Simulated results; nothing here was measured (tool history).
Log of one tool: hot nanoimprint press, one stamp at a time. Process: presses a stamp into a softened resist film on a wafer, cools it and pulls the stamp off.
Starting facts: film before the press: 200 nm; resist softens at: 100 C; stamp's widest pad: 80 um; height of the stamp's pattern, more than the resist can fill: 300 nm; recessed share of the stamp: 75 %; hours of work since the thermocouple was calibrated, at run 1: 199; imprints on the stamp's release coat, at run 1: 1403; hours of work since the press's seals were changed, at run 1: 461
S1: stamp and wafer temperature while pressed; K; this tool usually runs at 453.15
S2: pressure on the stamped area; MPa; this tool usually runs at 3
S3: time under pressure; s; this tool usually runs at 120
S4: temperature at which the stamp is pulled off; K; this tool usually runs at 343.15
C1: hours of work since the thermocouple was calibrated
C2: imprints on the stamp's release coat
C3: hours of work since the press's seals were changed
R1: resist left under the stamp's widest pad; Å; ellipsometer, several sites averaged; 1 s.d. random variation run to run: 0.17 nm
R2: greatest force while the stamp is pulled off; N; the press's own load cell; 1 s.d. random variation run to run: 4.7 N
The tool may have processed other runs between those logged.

| run | hour | S1 | S2 | S3 | S4 | C1 | C2 | C3 | R1 | R2 |
|---|---|---|---|---|---|---|---|---|---|---|
| 1 | 0 | 453.15 | 3 | 120 | 343.15 | 199 | 1403 | 461 | 777 | 348 |
| 2 | 10.5 | 453.15 | 3 | 120 | 343.15 | 205 | 1433 | 467 | 779 | 378 |
| 3 | 25.3 | 453.15 | 3 | 120 | 343.15 | 214 | 1476 | 475 | 776 | 374 |
| 4 | 44.1 | 453.15 | 3 | 120 | 343.15 | 225 | 1531 | 486 | 776 | 387 |
| 5 | 66.6 | 453.15 | 3 | 120 | 343.15 | 239 | 1597 | 500 | 776 | 406 |
| 6 | 86.4 | 447.15 | 3 | 120 | 343.15 | 250 | 1654 | 511 | 911 | 395 |
| 7 | 106.8 | 447.15 | 3 | 120 | 343.15 | 262 | 1714 | 524 | 914 | 401 |
| 8 | 124.6 | 453.15 | 3 | 69 | 343.15 | 273 | 1765 | 534 | 968 | 398 |
| 9 | 147 | 453.15 | 3 | 120 | 340.15 | 286 | 1831 | 547 | 773 | 424 |
| 10 | 156.6 | 453.15 | 3 | 120 | 340.15 | 292 | 1859 | 553 | 771 | 421 |
| 11 | 168.4 | 453.15 | 3 | 120 | 343.15 | 299 | 1893 | 560 | 775 | 412 |
| 12 | 185.1 | 453.15 | 3 | 120 | 343.15 | 308 | 1942 | 570 | 773 | 412 |
| 13 | 205.3 | 453.15 | 3 | 120 | 343.15 | 320 | 2000 | 582 | 771 | 446 |
| 14 | 216.4 | 448.15 | 3.74 | 76 | 329.15 | 327 | 2033 | 588 | 969 | 516 |
| 15 | 228.3 | 448.15 | 3.74 | 76 | 329.15 | 334 | 2067 | 595 | 964 | 526 |
| 16 | 250.2 | 452.15 | 1.85 | 64 | 340.15 | 347 | 2131 | 608 | 1200 | 461 |
| 17 | 272.9 | 465.15 | 4.33 | 204 | 343.15 | 360 | 2197 | 621 | 374 | 456 |
| 18 | 284.4 | 451.15 | 4.05 | 172 | 345.15 | 367 | 2230 | 628 | 612 | 431 |
| 19 | 301.1 | 447.15 | 2.42 | 172 | 345.15 | 377 | 2279 | 638 | 857 | 452 |
|  | 318.6 | stamp cleaned and given a new release coat |
| 20 | 320.5 | 453.15 | 2.01 | 120 | 343.15 | 385 | 5 | 646 | 909 | 225 |
| 21 | 343.2 | 453.15 | 2.01 | 120 | 345.15 | 398 | 71 | 659 | 903 | 218 |

What will run 22 give?
| 22 | 363 | 465.15 | 2.01 | 120 | 341.15 | 410 | 129 | 671 | ? | ? |

Logged for run 22: R1 676 Å, R2 237 N.
If the tool had no hidden condition, the same run with the same run-to-run variation would have returned R1 692 Å, R2 230 N.
